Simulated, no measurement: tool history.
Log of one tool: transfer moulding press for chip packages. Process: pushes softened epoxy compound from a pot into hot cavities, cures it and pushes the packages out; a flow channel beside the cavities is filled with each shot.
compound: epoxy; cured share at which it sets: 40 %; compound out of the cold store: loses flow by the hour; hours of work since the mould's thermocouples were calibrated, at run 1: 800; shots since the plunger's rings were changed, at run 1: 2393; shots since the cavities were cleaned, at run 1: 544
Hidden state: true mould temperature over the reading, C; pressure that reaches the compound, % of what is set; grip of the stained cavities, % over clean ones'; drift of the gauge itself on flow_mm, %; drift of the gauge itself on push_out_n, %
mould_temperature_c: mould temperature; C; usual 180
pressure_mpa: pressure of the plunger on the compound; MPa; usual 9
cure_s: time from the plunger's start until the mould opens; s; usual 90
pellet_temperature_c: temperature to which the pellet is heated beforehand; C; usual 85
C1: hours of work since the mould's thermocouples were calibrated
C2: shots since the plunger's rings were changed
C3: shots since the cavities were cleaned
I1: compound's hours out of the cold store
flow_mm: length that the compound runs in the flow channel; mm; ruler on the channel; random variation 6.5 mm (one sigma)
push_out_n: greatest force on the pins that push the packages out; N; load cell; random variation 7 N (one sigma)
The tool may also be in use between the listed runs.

{"run": 1, "hour": 0.0, "mould_temperature_c": 180, "pressure_mpa": 9, "cure_s": 90, "pellet_temperature_c": 85, "C1": 800, "C2": 2393, "C3": 544, "I1": 32.9, "flow_mm": 711, "push_out_n": 439}
{"hour": 45.7, "done": "cavities cleaned with cleaning compound and waxed"}
{"run": 2, "hour": 46.2, "mould_temperature_c": 180, "pressure_mpa": 9, "cure_s": 90, "pellet_temperature_c": 85, "C1": 822, "C2": 2780, "C3": 5, "I1": 36, "flow_mm": 691, "push_out_n": 293}
{"run": 3, "hour": 69.4, "mould_temperature_c": 180, "pressure_mpa": 9, "cure_s": 90, "pellet_temperature_c": 85, "C1": 833, "C2": 2979, "C3": 204, "I1": 24.1, "flow_mm": 729, "push_out_n": 362}
{"run": 4, "hour": 101.1, "mould_temperature_c": 180, "pressure_mpa": 9, "cure_s": 90, "pellet_temperature_c": 85, "C1": 848, "C2": 3254, "C3": 479, "I1": 8.1, "flow_mm": 763, "push_out_n": 456}
{"run": 5, "hour": 142.7, "mould_temperature_c": 180, "pressure_mpa": 9, "cure_s": 90, "pellet_temperature_c": 85, "C1": 868, "C2": 3613, "C3": 838, "I1": 39.1, "flow_mm": 684, "push_out_n": 514}
{"hour": 154.7, "done": "cavities cleaned with cleaning compound and waxed"}
{"hour": 160.1, "done": "mould's thermocouples calibrated"}
{"run": 6, "hour": 188.0, "mould_temperature_c": 180, "pressure_mpa": 9, "cure_s": 90, "pellet_temperature_c": 85, "C1": 13, "C2": 3973, "C3": 270, "I1": 8.8, "flow_mm": 758, "push_out_n": 415}
{"run": 7, "hour": 216.2, "mould_temperature_c": 180, "pressure_mpa": 9, "cure_s": 90, "pellet_temperature_c": 85, "C1": 27, "C2": 4217, "C3": 514, "I1": 19.7, "flow_mm": 740, "push_out_n": 464}
{"run": 8, "hour": 238.0, "mould_temperature_c": 180, "pressure_mpa": 9, "cure_s": 90, "pellet_temperature_c": 87, "C1": 38, "C2": 4405, "C3": 702, "I1": 10.1, "flow_mm": 751, "push_out_n": 499}
{"hour": 246.3, "done": "plunger's sealing rings changed"}
{"hour": 267.9, "done": "cavities cleaned with cleaning compound and waxed"}
{"run": 9, "hour": 267.9, "mould_temperature_c": 186, "pressure_mpa": 9, "cure_s": 90, "pellet_temperature_c": 85, "C1": 50, "C2": 174, "C3": 0, "I1": 46.7, "flow_mm": 668, "push_out_n": 256}
{"run": 10, "hour": 313.9, "mould_temperature_c": 186, "pressure_mpa": 9, "cure_s": 90, "pellet_temperature_c": 85, "C1": 72, "C2": 571, "C3": 397, "I1": 11.1, "flow_mm": 790, "push_out_n": 382}
{"run": 11, "hour": 342.7, "mould_temperature_c": 180, "pressure_mpa": 9, "cure_s": 90, "pellet_temperature_c": 85, "C1": 86, "C2": 819, "C3": 645, "I1": 19.1, "flow_mm": 769, "push_out_n": 510}
{"hour": 376.6, "done": "cavities cleaned with cleaning compound and waxed"}
{"run": 12, "hour": 386.1, "mould_temperature_c": 180, "pressure_mpa": 9, "cure_s": 90, "pellet_temperature_c": 85, "C1": 107, "C2": 1181, "C3": 82, "I1": 13, "flow_mm": 775, "push_out_n": 337}
{"run": 13, "hour": 425.9, "mould_temperature_c": 180, "pressure_mpa": 9, "cure_s": 90, "pellet_temperature_c": 85, "C1": 126, "C2": 1524, "C3": 425, "I1": 34.8, "flow_mm": 703, "push_out_n": 446}
{"run": 14, "hour": 472.9, "mould_temperature_c": 180, "pressure_mpa": 9, "cure_s": 90, "pellet_temperature_c": 85, "C1": 149, "C2": 1930, "C3": 831, "I1": 16.4, "flow_mm": 756, "push_out_n": 517}
{"hour": 487.9, "done": "cavities cleaned with cleaning compound and waxed"}
{"run": 15, "hour": 503.7, "mould_temperature_c": 174, "pressure_mpa": 7.5, "cure_s": 85, "pellet_temperature_c": 76, "C1": 163, "C2": 2184, "C3": 137, "I1": 24.2, "flow_mm": 695, "push_out_n": 542}
{"run": 16, "hour": 530.4, "mould_temperature_c": 180, "pressure_mpa": 9, "cure_s": 90, "pellet_temperature_c": 85, "C1": 176, "C2": 2414, "C3": 367, "I1": 14.1, "flow_mm": 758, "push_out_n": 430}
{"run": 17, "hour": 561.4, "mould_temperature_c": 180, "pressure_mpa": 8.15, "cure_s": 119, "pellet_temperature_c": 85, "C1": 191, "C2": 2681, "C3": 634, "I1": 42.1, "flow_mm": 646, "push_out_n": 413}
{"run": 18, "hour": 585.8, "mould_temperature_c": 182, "pressure_mpa": 9, "cure_s": 90, "pellet_temperature_c": 85, "C1": 203, "C2": 2892, "C3": 845, "I1": 36.4, "flow_mm": 689, "push_out_n": 494}
{"hour": 599.6, "done": "cavities cleaned with cleaning compound and waxed"}
{"run": 19, "hour": 612.9, "mould_temperature_c": 182, "pressure_mpa": 9, "cure_s": 90, "pellet_temperature_c": 83, "C1": 215, "C2": 3113, "C3": 115, "I1": 20.3, "flow_mm": 719, "push_out_n": 321}
{"run": 20, "hour": 640.8, "mould_temperature_c": 182, "pressure_mpa": 9, "cure_s": 90, "pellet_temperature_c": 83, "C1": 228, "C2": 3354, "C3": 356, "I1": 24.6, "flow_mm": 712, "push_out_n": 386}
{"run": 21, "hour": 681.3, "mould_temperature_c": 182, "pressure_mpa": 8.47, "cure_s": 77, "pellet_temperature_c": 83, "C1": 248, "C2": 3704, "C3": 706, "I1": 12.7, "flow_mm": 714, "push_out_n": 619}
{"hour": 708.7, "done": "cavities cleaned with cleaning compound and waxed"}
{"run": 22, "hour": 708.7, "mould_temperature_c": 180, "pressure_mpa": 9, "cure_s": 99, "pellet_temperature_c": 84, "C1": 261, "C2": 3927, "C3": 0, "I1": 38.5, "flow_mm": 673, "push_out_n": 257}
{"run": 23, "hour": 730.2, "mould_temperature_c": 180, "pressure_mpa": 7.78, "cure_s": 121, "pellet_temperature_c": 90, "C1": 271, "C2": 4113, "C3": 186, "I1": 47.8, "flow_mm": 598, "push_out_n": 307}
{"run": 24, "hour": 756.2, "mould_temperature_c": 180, "pressure_mpa": 9, "cure_s": 90, "pellet_temperature_c": 87, "C1": 284, "C2": 4337, "C3": 410, "I1": 33.2, "flow_mm": 688, "push_out_n": 416}
{"hour": 774.3, "done": "plunger's sealing rings changed"}
{"run": 25, "hour": 786.5, "mould_temperature_c": 180, "pressure_mpa": 9, "cure_s": 90, "pellet_temperature_c": 87, "C1": 297, "C2": 105, "C3": 650, "I1": 24.9, "flow_mm": 752, "push_out_n": 484}
{"hour": 821.2, "done": "cavities cleaned with cleaning compound and waxed"}
{"run": 26, "hour": 834.0, "mould_temperature_c": 180, "pressure_mpa": 8.96, "cure_s": 70, "pellet_temperature_c": 85, "C1": 319, "C2": 503, "C3": 111, "I1": 37.2, "flow_mm": 712, "push_out_n": 555}
{"run": 27, "hour": 869.3, "mould_temperature_c": 180, "pressure_mpa": 9, "cure_s": 90, "pellet_temperature_c": 76, "C1": 336, "C2": 807, "C3": 415, "I1": 17.4, "flow_mm": 782, "push_out_n": 458}
{"run": 28, "hour": 915.2, "mould_temperature_c": 180, "pressure_mpa": 9, "cure_s": 90, "pellet_temperature_c": 76, "C1": 359, "C2": 1203, "C3": 811, "I1": 40.5, "flow_mm": 714, "push_out_n": 507}

Measured less the same run without the tool's hidden state. The same run-to-run variation is in both; the gauge's scatter may not be:
run=1 flow_mm=-29 push_out_n=+159
run=2 flow_mm=-32 push_out_n=+1
run=3 flow_mm=-36 push_out_n=+69
run=4 flow_mm=-41 push_out_n=+148
run=5 flow_mm=-39 push_out_n=+216
run=6 flow_mm=-43 push_out_n=+114
run=7 flow_mm=-44 push_out_n=+174
run=8 flow_mm=-48 push_out_n=+215
run=9 flow_mm=-5 push_out_n=+8
run=10 flow_mm=-10 push_out_n=+125
run=11 flow_mm=-12 push_out_n=+205
run=12 flow_mm=-17 push_out_n=+38
run=13 flow_mm=-18 push_out_n=+148
run=14 flow_mm=-23 push_out_n=+229
run=15 flow_mm=-24 push_out_n=+77
run=16 flow_mm=-29 push_out_n=+135
run=17 flow_mm=-27 push_out_n=+173
run=18 flow_mm=-31 push_out_n=+222
run=19 flow_mm=-34 push_out_n=+43
run=20 flow_mm=-36 push_out_n=+118
run=21 flow_mm=-41 push_out_n=+252
run=22 flow_mm=-40 push_out_n=+2
run=23 flow_mm=-37 push_out_n=+66
run=24 flow_mm=-44 push_out_n=+139
run=25 flow_mm=-4 push_out_n=+195
run=26 flow_mm=-7 push_out_n=+63
run=27 flow_mm=-11 push_out_n=+147
run=28 flow_mm=-13 push_out_n=+224
